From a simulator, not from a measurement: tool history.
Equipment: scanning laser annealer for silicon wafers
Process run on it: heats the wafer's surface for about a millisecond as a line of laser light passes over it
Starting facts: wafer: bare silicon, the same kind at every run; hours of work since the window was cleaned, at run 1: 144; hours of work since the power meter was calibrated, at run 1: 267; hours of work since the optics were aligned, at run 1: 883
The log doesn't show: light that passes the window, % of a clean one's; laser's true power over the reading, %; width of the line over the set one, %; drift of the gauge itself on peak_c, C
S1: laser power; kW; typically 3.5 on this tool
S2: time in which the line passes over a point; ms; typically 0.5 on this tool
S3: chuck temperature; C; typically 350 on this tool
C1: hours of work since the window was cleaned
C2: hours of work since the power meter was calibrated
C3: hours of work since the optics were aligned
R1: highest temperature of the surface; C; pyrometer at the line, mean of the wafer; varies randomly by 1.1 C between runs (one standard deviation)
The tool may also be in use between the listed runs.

run 1 day=0 | S1=3.5 S2=0.5 S3=350 | C1=144 C2=267 C3=883 | R1=1077
run 2 day=0.3 | S1=3.5 S2=0.5 S3=350 | C1=148 C2=271 C3=887 | R1=1074
run 3 day=0.746 | S1=3.5 S2=0.5 S3=350 | C1=154 C2=277 C3=893 | R1=1075
run 4 day=1.371 | S1=3.5 S2=0.5 S3=350 | C1=162 C2=285 C3=902 | R1=1075
run 5 day=1.796 | S1=3.5 S2=0.5 S3=350 | C1=168 C2=291 C3=908 | R1=1075
run 6 day=2.238 | S1=3.5 S2=0.5 S3=350 | C1=174 C2=297 C3=914 | R1=1077
run 7 day=2.829 | S1=3.5 S2=0.5 S3=350 | C1=182 C2=305 C3=922 | R1=1075
run 8 day=3.362 | S1=3.5 S2=0.5 S3=378 | C1=189 C2=313 C3=929 | R1=1104
run 9 day=3.779 | S1=3.5 S2=0.5 S3=378 | C1=195 C2=318 C3=935 | R1=1106
run 10 day=4.308 | S1=3.5 S2=0.5 S3=350 | C1=202 C2=325 C3=942 | R1=1074
run 11 day=4.788 | S1=3.811 S2=0.587 S3=350 | C1=209 C2=332 C3=948 | R1=1224
run 12 day=5.354 | S1=3.811 S2=0.587 S3=350 | C1=217 C2=340 C3=956 | R1=1224
run 13 day=5.879 | S1=3.811 S2=0.587 S3=350 | C1=224 C2=347 C3=963 | R1=1223
run 14 day=6.258 | S1=3.672 S2=0.5 S3=311 | C1=229 C2=352 C3=969 | R1=1081
run 15 day=6.642 | S1=3.323 S2=0.5 S3=355 | C1=234 C2=357 C3=974 | R1=1035
run 16 day=7.192 | S1=3.5 S2=0.41 S3=335 | C1=242 C2=365 C3=981 | R1=996
run 17 day=7.579 | S1=3.5 S2=0.41 S3=335 | C1=247 C2=370 C3=987 | R1=996
run 18 day=7.95 | S1=3.706 S2=0.41 S3=335 | C1=252 C2=375 C3=992 | R1=1047
run 19 day=8.592 | S1=3.263 S2=0.388 S3=337 | C1=261 C2=384 C3=1000 | R1=925

Predict each of these 3 candidate next runs independently; none follows another, all start after run 19:
run A day=9.246 | S1=3.649 S2=0.5 S3=350 | C1=270 C2=393 C3=1009 | R1=?
run B day=9.246 | S1=3.534 S2=0.388 S3=369 | C1=270 C2=393 C3=1009 | R1=?
run C day=9.246 | S1=3.263 S2=0.388 S3=325 | C1=270 C2=393 C3=1009 | R1=?

run=A R1=1115
run=B R1=1021
run=C R1=913
Had the tool no hidden state, the same runs would have come out as:
run=A R1=1115
run=B R1=1021
run=C R1=914
